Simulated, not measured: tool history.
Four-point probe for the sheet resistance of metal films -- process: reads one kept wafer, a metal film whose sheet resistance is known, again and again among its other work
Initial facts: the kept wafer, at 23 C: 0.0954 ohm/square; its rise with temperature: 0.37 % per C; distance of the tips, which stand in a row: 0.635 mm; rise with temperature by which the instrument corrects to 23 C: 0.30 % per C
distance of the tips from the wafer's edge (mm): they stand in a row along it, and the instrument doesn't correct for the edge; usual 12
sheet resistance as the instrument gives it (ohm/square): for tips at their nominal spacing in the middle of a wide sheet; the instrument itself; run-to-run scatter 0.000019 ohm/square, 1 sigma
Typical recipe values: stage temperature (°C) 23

| run | hour | stage temperature (°C) | distance of the tips from the wafer's edge (mm) | sheet resistance as the instrument gives it (ohm/square) |
|---|---|---|---|---|
| 1 | 0.0 | 23 | 12 | 0.095087 |
| 2 | 53.8 | 23 | 16 | 0.095002 |
| 3 | 97.4 | 23 | 12 | 0.095072 |
| 4 | 127.8 | 23 | 12 | 0.095065 |
| 5 | 165.7 | 23 | 12 | 0.095033 |
| 6 | 200.4 | 23 | 12 | 0.095064 |
| 7 | 272.6 | 23 | 12 | 0.095090 |
| 8 | 324.1 | 23 | 12 | 0.095057 |
| 9 | 388.7 | 23 | 9 | 0.095168 |
| 10 | 453.2 | 23 | 12 | 0.095057 |
|  | 473.5 | stage's thermometer calibrated |
| 11 | 506.2 | 23 | 12 | 0.095142 |
| 12 | 548.8 | 23 | 7 | 0.095394 |
| 13 | 590.2 | 23 | 12 | 0.095121 |
| 14 | 653.0 | 23 | 12 | 0.095105 |
| 15 | 689.6 | 23 | 12 | 0.095100 |
|  | 705.5 | stage's thermometer calibrated, once more |
| 16 | 723.7 | 23 | 12 | 0.094903 |
| 17 | 778.0 | 23 | 12 | 0.094862 |
| 18 | 848.1 | 23 | 12 | 0.094901 |
| 19 | 898.4 | 23 | 12 | 0.094897 |
| 20 | 948.6 | 23 | 12 | 0.094886 |
| 21 | 1018.4 | 19 | 11 | 0.094672 |
| 22 | 1050.7 | 23 | 8 | 0.095026 |
| 23 | 1108.4 | 23 | 15 | 0.094873 |
| 24 | 1170.6 | 29 | 34 | 0.095128 |
| 25 | 1226.4 | 19 | 27 | 0.094476 |
| 26 | 1274.6 | 19 | 6 | 0.095020 |
| 27 | 1316.9 | 30 | 3 | 0.097371 |

Run 28, settings as shown, results not yet in. Your forecast:
| 28 | 1353.9 | 30 | 49 | ? |

Run 28 gave sheet resistance as the instrument gives it (ohm/square) 0.095155.
Without the tool's hidden state the same run would have given sheet resistance as the instrument gives it (ohm/square) 0.095835.
